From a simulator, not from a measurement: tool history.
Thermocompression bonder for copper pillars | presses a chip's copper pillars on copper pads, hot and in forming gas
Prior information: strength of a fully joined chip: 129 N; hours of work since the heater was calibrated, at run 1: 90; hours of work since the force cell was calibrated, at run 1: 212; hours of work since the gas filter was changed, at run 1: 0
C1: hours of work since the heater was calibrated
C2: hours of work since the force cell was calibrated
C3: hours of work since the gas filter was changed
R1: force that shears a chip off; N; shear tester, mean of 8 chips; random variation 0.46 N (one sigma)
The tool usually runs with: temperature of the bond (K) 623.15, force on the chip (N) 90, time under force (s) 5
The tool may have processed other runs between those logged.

Run 1, day 0.000: usual settings; C1 90; C2 212; C3 0. Result: R1 46.8 N.
Run 2, day 0.925: usual settings; C1 100; C2 222; C3 10. Result: R1 46.1 N.
Run 3, day 1.967: usual settings; C1 111; C2 234; C3 21. Result: R1 46.2 N.
Run 4, day 3.142: usual settings but force on the chip (N) 105; C1 124; C2 246; C3 34. Result: R1 51.0 N.
Run 5, day 3.888: usual settings but force on the chip (N) 105, time under force (s) 8; C1 132; C2 254; C3 42. Result: R1 60.3 N.
Run 6, day 4.508: usual settings but force on the chip (N) 105, time under force (s) 8; C1 139; C2 261; C3 49. Result: R1 60.4 N.
Run 7, day 5.212: usual settings but temperature of the bond (K) 617.15; C1 146; C2 269; C3 56. Result: R1 43.1 N.
Run 8, day 6.258: usual settings but temperature of the bond (K) 617.15; C1 158; C2 280; C3 68. Result: R1 43.3 N.
Run 9, day 7.492: usual settings but temperature of the bond (K) 617.15; C1 171; C2 293; C3 81. Result: R1 42.8 N.
Run 10, day 8.842: usual settings; C1 186; C2 308; C3 95. Result: R1 45.3 N.
Run 11, day 10.221: usual settings but temperature of the bond (K) 619.15; C1 200; C2 323; C3 110. Result: R1 42.2 N.
Run 12, day 11.558: usual settings but temperature of the bond (K) 619.15; C1 215; C2 337; C3 125. Result: R1 43.8 N.
Run 13, day 12.321: usual settings but temperature of the bond (K) 619.15; C1 223; C2 345; C3 133. Result: R1 43.5 N.
Run 14, day 12.933: usual settings but temperature of the bond (K) 619.15; C1 230; C2 352; C3 140. Result: R1 42.8 N.
Run 15, day 13.754: usual settings; C1 239; C2 361; C3 148. Result: R1 45.6 N.
Run 16, day 15.125: usual settings; C1 253; C2 376; C3 163. Result: R1 45.4 N.
Run 17, day 15.800: usual settings but force on the chip (N) 99; C1 261; C2 383; C3 171. Result: R1 48.0 N.
Run 18, day 17.212: usual settings; C1 276; C2 398; C3 186. Result: R1 45.2 N.
Run 19, day 17.792: usual settings; C1 282; C2 404; C3 192. Result: R1 45.6 N.
Run 20, day 18.400: usual settings but temperature of the bond (K) 621.15, force on the chip (N) 85; C1 289; C2 411; C3 199. Result: R1 42.3 N.
Run 21, day 19.379: usual settings but temperature of the bond (K) 605.15, force on the chip (N) 67; C1 299; C2 422; C3 209. Result: R1 28.6 N.
Run 22, day 20.021: usual settings but temperature of the bond (K) 637.15, force on the chip (N) 79; C1 306; C2 428; C3 216. Result: R1 49.6 N.
Run 23, day 21.292: usual settings but temperature of the bond (K) 645.15, force on the chip (N) 94, time under force (s) 14; C1 320; C2 442; C3 230. Result: R1 82.5 N.
Run 24, day 21.933: usual settings but temperature of the bond (K) 633.15, force on the chip (N) 71; C1 327; C2 449; C3 237. Result: R1 44.2 N.
Run 25, day 22.817: usual settings but temperature of the bond (K) 630.15; C1 336; C2 459; C3 246. Result: R1 49.4 N.
Run 26, day 23.588: usual settings but force on the chip (N) 73, time under force (s) 9; C1 345; C2 467; C3 255. Result: R1 50.5 N.
Run 27, day 24.242: usual settings but force on the chip (N) 73, time under force (s) 7; C1 352; C2 474; C3 262. Result: R1 45.1 N.
Run 28, day 25.521: usual settings but force on the chip (N) 125; C1 366; C2 488; C3 275. Result: R1 55.4 N.
Run 29, day 26.588: usual settings but force on the chip (N) 125, time under force (s) 9; C1 377; C2 499; C3 287. Result: R1 66.8 N.
Run 30, day 27.467: usual settings but force on the chip (N) 125, time under force (s) 9; C1 387; C2 509; C3 296. Result: R1 66.4 N.
Run 31, day 28.621: usual settings but force on the chip (N) 108, time under force (s) 15; C1 399; C2 521; C3 309. Result: R1 73.2 N.
Run 32, day 29.433: usual settings but temperature of the bond (K) 650.15; C1 408; C2 530; C3 318. Result: R1 61.6 N.
Run 33, day 30.079: usual settings but force on the chip (N) 69; C1 415; C2 537; C3 325. Result: R1 38.0 N.
Run 34, day 30.821: usual settings but force on the chip (N) 69; C1 423; C2 545; C3 333. Result: R1 38.2 N.
Run 35, day 31.396: usual settings but force on the chip (N) 69; C1 429; C2 551; C3 339. Result: R1 37.6 N.
Run 36, day 32.538: usual settings but force on the chip (N) 69; C1 441; C2 564; C3 351. Result: R1 37.0 N.
Run 37, day 33.104: usual settings but temperature of the bond (K) 628.15, force on the chip (N) 70; C1 447; C2 570; C3 357. Result: R1 40.6 N.

Some steps in R1 between neighbouring runs. How much of each would the tool show without its hidden state too (settings, what came in, random variation), and how much is left for the hidden state, with any gauge scatter that isn't in both results?
Hidden state present: true temperature of the bond over the reading, C; force that reaches the chip, % of what is set; oxide that the forming gas leaves, % of the face; drift of the gauge itself on shear_n, %.
Run 22 -> 23: temperature of the bond (K) 637.15 -> 645.15, force on the chip (N) 79 -> 94, time under force (s) 5 -> 14. R1 +32.9 N: hidden state -1.3, all else +34.2.
Run 23 -> 24: temperature of the bond (K) 645.15 -> 633.15, force on the chip (N) 94 -> 71, time under force (s) 14 -> 5. R1 -38.3 N: hidden state +1.4, all else -39.7.
Run 32 -> 33: temperature of the bond (K) 650.15 -> 623.15, force on the chip (N) 90 -> 69. R1 -23.6 N: hidden state +1.2, all else -24.8.
